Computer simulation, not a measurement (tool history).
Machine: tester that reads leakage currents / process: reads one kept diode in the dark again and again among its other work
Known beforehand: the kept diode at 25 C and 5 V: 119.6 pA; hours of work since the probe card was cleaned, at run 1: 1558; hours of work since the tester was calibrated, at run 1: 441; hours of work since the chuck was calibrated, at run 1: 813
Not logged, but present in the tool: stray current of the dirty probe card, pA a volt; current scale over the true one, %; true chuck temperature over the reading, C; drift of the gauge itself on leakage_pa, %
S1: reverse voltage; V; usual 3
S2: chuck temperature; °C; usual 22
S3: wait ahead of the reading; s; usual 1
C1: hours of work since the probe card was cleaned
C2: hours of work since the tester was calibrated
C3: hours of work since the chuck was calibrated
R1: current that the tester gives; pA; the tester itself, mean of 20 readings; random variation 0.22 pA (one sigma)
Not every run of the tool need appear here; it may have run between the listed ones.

{"run": 1, "hour": 0.0, "S1": 3, "S2": 22, "S3": 1, "C1": 1558, "C2": 441, "C3": 813, "R1": 68.41}
{"run": 2, "hour": 32.1, "S1": 3, "S2": 22, "S3": 1, "C1": 1575, "C2": 457, "C3": 830, "R1": 68.79}
{"run": 3, "hour": 66.9, "S1": 3, "S2": 22, "S3": 1, "C1": 1592, "C2": 475, "C3": 847, "R1": 68.54}
{"run": 4, "hour": 125.5, "S1": 3, "S2": 34, "S3": 1, "C1": 1622, "C2": 505, "C3": 877, "R1": 164.76}
{"run": 5, "hour": 160.0, "S1": 4.49, "S2": 34, "S3": 1, "C1": 1640, "C2": 523, "C3": 895, "R1": 209.58}
{"run": 6, "hour": 217.4, "S1": 4.49, "S2": 34, "S3": 1, "C1": 1669, "C2": 552, "C3": 924, "R1": 207.88}
{"run": 7, "hour": 280.6, "S1": 4.49, "S2": 34, "S3": 1, "C1": 1702, "C2": 584, "C3": 957, "R1": 208.52}
{"run": 8, "hour": 331.7, "S1": 4.49, "S2": 34, "S3": 1, "C1": 1728, "C2": 610, "C3": 983, "R1": 206.52}
{"run": 9, "hour": 381.8, "S1": 3, "S2": 22, "S3": 1, "C1": 1753, "C2": 636, "C3": 1008, "R1": 68.04}
{"run": 10, "hour": 411.0, "S1": 3, "S2": 49, "S3": 1, "C1": 1768, "C2": 651, "C3": 1023, "R1": 447.4}
{"run": 11, "hour": 438.7, "S1": 2.17, "S2": 49, "S3": 1, "C1": 1782, "C2": 665, "C3": 1037, "R1": 368.42}
{"hour": 498.2, "done": "probe card cleaned and baked"}
{"run": 12, "hour": 500.4, "S1": 3, "S2": 22, "S3": 1, "C1": 1, "C2": 695, "C3": 1068, "R1": 66.22}
{"run": 13, "hour": 558.2, "S1": 3, "S2": 22, "S3": 1, "C1": 31, "C2": 725, "C3": 1097, "R1": 65.98}
{"run": 14, "hour": 614.5, "S1": 3, "S2": 50, "S3": 1, "C1": 59, "C2": 753, "C3": 1126, "R1": 472}
{"run": 15, "hour": 643.6, "S1": 3, "S2": 50, "S3": 1, "C1": 74, "C2": 768, "C3": 1141, "R1": 473.21}
{"run": 16, "hour": 708.6, "S1": 3, "S2": 50, "S3": 1, "C1": 108, "C2": 801, "C3": 1174, "R1": 470.33}
{"run": 17, "hour": 773.1, "S1": 12.6, "S2": 53, "S3": 1.09, "C1": 140, "C2": 834, "C3": 1207, "R1": 1340}
{"run": 18, "hour": 825.3, "S1": 1.81, "S2": 20, "S3": 0.64, "C1": 167, "C2": 861, "C3": 1234, "R1": 41.68}
{"run": 19, "hour": 853.1, "S1": 9.48, "S2": 40, "S3": 0.64, "C1": 181, "C2": 875, "C3": 1248, "R1": 484.29}
{"run": 20, "hour": 920.1, "S1": 9.48, "S2": 40, "S3": 0.64, "C1": 216, "C2": 910, "C3": 1282, "R1": 484.62}
{"run": 21, "hour": 974.8, "S1": 9.48, "S2": 40, "S3": 0.64, "C1": 244, "C2": 938, "C3": 1310, "R1": 480.24}
{"run": 22, "hour": 1007.2, "S1": 3, "S2": 28, "S3": 0.61, "C1": 260, "C2": 954, "C3": 1327, "R1": 102.68}
{"run": 23, "hour": 1039.0, "S1": 3, "S2": 28, "S3": 0.61, "C1": 276, "C2": 970, "C3": 1343, "R1": 102.45}
{"run": 24, "hour": 1106.9, "S1": 3, "S2": 42, "S3": 1, "C1": 311, "C2": 1005, "C3": 1378, "R1": 274.08}
{"run": 25, "hour": 1145.8, "S1": 3, "S2": 42, "S3": 1, "C1": 331, "C2": 1025, "C3": 1397, "R1": 273.03}
{"run": 26, "hour": 1183.8, "S1": 3.14, "S2": 40, "S3": 0.88, "C1": 350, "C2": 1044, "C3": 1417, "R1": 244.92}
{"run": 27, "hour": 1241.5, "S1": 3.14, "S2": 40, "S3": 0.88, "C1": 380, "C2": 1074, "C3": 1446, "R1": 243.64}
{"run": 28, "hour": 1290.9, "S1": 6.01, "S2": 49, "S3": 2.12, "C1": 405, "C2": 1099, "C3": 1472, "R1": 654.94}
{"run": 29, "hour": 1341.5, "S1": 1.12, "S2": 26, "S3": 5.1, "C1": 431, "C2": 1125, "C3": 1498, "R1": 47.66}
{"run": 30, "hour": 1399.1, "S1": 7.51, "S2": 31, "S3": 0.38, "C1": 461, "C2": 1154, "C3": 1527, "R1": 222.15}
{"run": 31, "hour": 1443.1, "S1": 2.16, "S2": 22, "S3": 3.58, "C1": 483, "C2": 1177, "C3": 1549, "R1": 51.73}
{"run": 32, "hour": 1495.5, "S1": 2.16, "S2": 22, "S3": 3.58, "C1": 510, "C2": 1204, "C3": 1576, "R1": 51.58}

Branching from run 32: 4 alternative next runs. What would each branch give?
{"run": "A", "hour": 1541.9, "S1": 1.56, "S2": 28, "S3": 2.71, "C1": 534, "C2": 1227, "C3": 1600, "R1": "?"}
{"run": "B", "hour": 1541.9, "S1": 8.91, "S2": 51, "S3": 1.25, "C1": 534, "C2": 1227, "C3": 1600, "R1": "?"}
{"run": "C", "hour": 1541.9, "S1": 1.92, "S2": 22, "S3": 1.4, "C1": 534, "C2": 1227, "C3": 1600, "R1": "?"}
{"run": "D", "hour": 1541.9, "S1": 4.73, "S2": 49, "S3": 5.83, "C1": 534, "C2": 1227, "C3": 1600, "R1": "?"}

run=A R1=66.98
run=B R1=934.83
run=C R1=48.34
run=D R1=562.46
Had the tool no hidden state, the same runs would have come out as:
run=A R1=74.77
run=B R1=1030.11
run=C R1=54.05
run=D R1=620.73
